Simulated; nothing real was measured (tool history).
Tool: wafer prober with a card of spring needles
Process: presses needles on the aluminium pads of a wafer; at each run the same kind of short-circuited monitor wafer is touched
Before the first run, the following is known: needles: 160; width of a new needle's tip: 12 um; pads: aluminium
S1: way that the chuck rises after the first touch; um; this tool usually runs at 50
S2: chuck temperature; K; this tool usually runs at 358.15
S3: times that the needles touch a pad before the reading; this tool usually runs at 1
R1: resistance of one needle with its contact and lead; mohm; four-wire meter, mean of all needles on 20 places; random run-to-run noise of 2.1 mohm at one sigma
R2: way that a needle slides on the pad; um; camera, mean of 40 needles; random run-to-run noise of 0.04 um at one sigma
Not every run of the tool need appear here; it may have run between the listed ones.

| run | hour | S1 | S2 | S3 | R1 | R2 |
|---|---|---|---|---|---|---|
| 1 | 0.0 | 50 | 358.15 | 1 | 249 | 8.73 |
|  | 3.2 | tips cleaned on abrasive film |
|  | 13.2 | tips cleaned on abrasive film |
| 2 | 19.7 | 50 | 358.15 | 1 | 249 | 8.71 |
|  | 21.8 | tips cleaned on abrasive film |
|  | 32.3 | tips cleaned on abrasive film |
| 3 | 36.3 | 50 | 303.15 | 1 | 233 | 8.64 |
|  | 41.5 | tips cleaned on abrasive film |
|  | 51.3 | tips cleaned on abrasive film |
|  | 61.3 | tips cleaned on abrasive film |
| 4 | 62.1 | 50 | 303.15 | 1 | 223 | 8.62 |
|  | 70.4 | tips cleaned on abrasive film |
| 5 | 75.8 | 50 | 303.15 | 1 | 240 | 8.56 |
|  | 79.4 | tips cleaned on abrasive film |
|  | 88.7 | tips cleaned on abrasive film |
|  | 98.2 | tips cleaned on abrasive film |
| 6 | 102.3 | 50 | 303.15 | 1 | 233 | 8.58 |
|  | 108.6 | tips cleaned on abrasive film |
|  | 118.5 | tips cleaned on abrasive film |
|  | 127.9 | tips cleaned on abrasive film |
| 7 | 132.8 | 50 | 358.15 | 1 | 247 | 8.48 |
|  | 136.6 | tips cleaned on abrasive film |
|  | 145.4 | tips cleaned on abrasive film |
| 8 | 152.2 | 70 | 358.15 | 2 | 242 | 12.01 |
|  | 154.3 | tips cleaned on abrasive film |
|  | 164.0 | tips cleaned on abrasive film |
| 9 | 170.1 | 34 | 387.15 | 1 | 275 | 5.64 |
|  | 174.4 | tips cleaned on abrasive film |
|  | 183.4 | tips cleaned on abrasive film |
|  | 192.7 | tips cleaned on abrasive film |
|  | 198.9 | height of the first contact set anew |
| 10 | 201.0 | 59 | 367.15 | 3 | 237 | 10.47 |
|  | 202.8 | tips cleaned on abrasive film |
|  | 212.0 | tips cleaned on abrasive film |
|  | 222.0 | tips cleaned on abrasive film |
| 11 | 222.5 | 59 | 367.15 | 3 | 232 | 10.47 |
|  | 231.8 | tips cleaned on abrasive film |
| 12 | 236.9 | 59 | 367.15 | 3 | 239 | 10.45 |
|  | 240.9 | tips cleaned on abrasive film |
|  | 251.0 | tips cleaned on abrasive film |
|  | 261.1 | tips cleaned on abrasive film |
| 13 | 262.3 | 59 | 367.15 | 3 | 233 | 10.40 |
|  | 269.6 | tips cleaned on abrasive film |
|  | 278.7 | tips cleaned on abrasive film |
| 14 | 278.7 | 59 | 367.15 | 3 | 232 | 10.37 |

Consider 5 possible next runs. They are alternatives, not a sequence: every one starts from the tool as it was left by run 14. What does each give?
|  | 288.2 | tips cleaned on abrasive film |
|  | 298.0 | tips cleaned on abrasive film |
| A | 299.0 | 59 | 299.15 | 3 | ? | ? |
|  | 288.2 | tips cleaned on abrasive film |
|  | 298.0 | tips cleaned on abrasive film |
| B | 299.0 | 30 | 358.15 | 1 | ? | ? |
|  | 288.2 | tips cleaned on abrasive film |
|  | 298.0 | tips cleaned on abrasive film |
| C | 299.0 | 50 | 358.15 | 2 | ? | ? |
|  | 288.2 | tips cleaned on abrasive film |
|  | 298.0 | tips cleaned on abrasive film |
| D | 299.0 | 50 | 307.15 | 2 | ? | ? |
|  | 288.2 | tips cleaned on abrasive film |
|  | 298.0 | tips cleaned on abrasive film |
| E | 299.0 | 50 | 397.15 | 1 | ? | ? |

| run | R1 | R2 |
|---|---|---|
| A | 218 | 10.43 |
| B | 250 | 5.20 |
| C | 235 | 8.76 |
| D | 222 | 8.70 |
| E | 241 | 8.74 |
Stripped of hidden state, with their random variation kept, the same runs would have yielded:
| run | R1 | R2 |
|---|---|---|
| A | 216 | 10.59 |
| B | 234 | 5.36 |
| C | 232 | 8.92 |
| D | 218 | 8.85 |
| E | 235 | 8.89 |
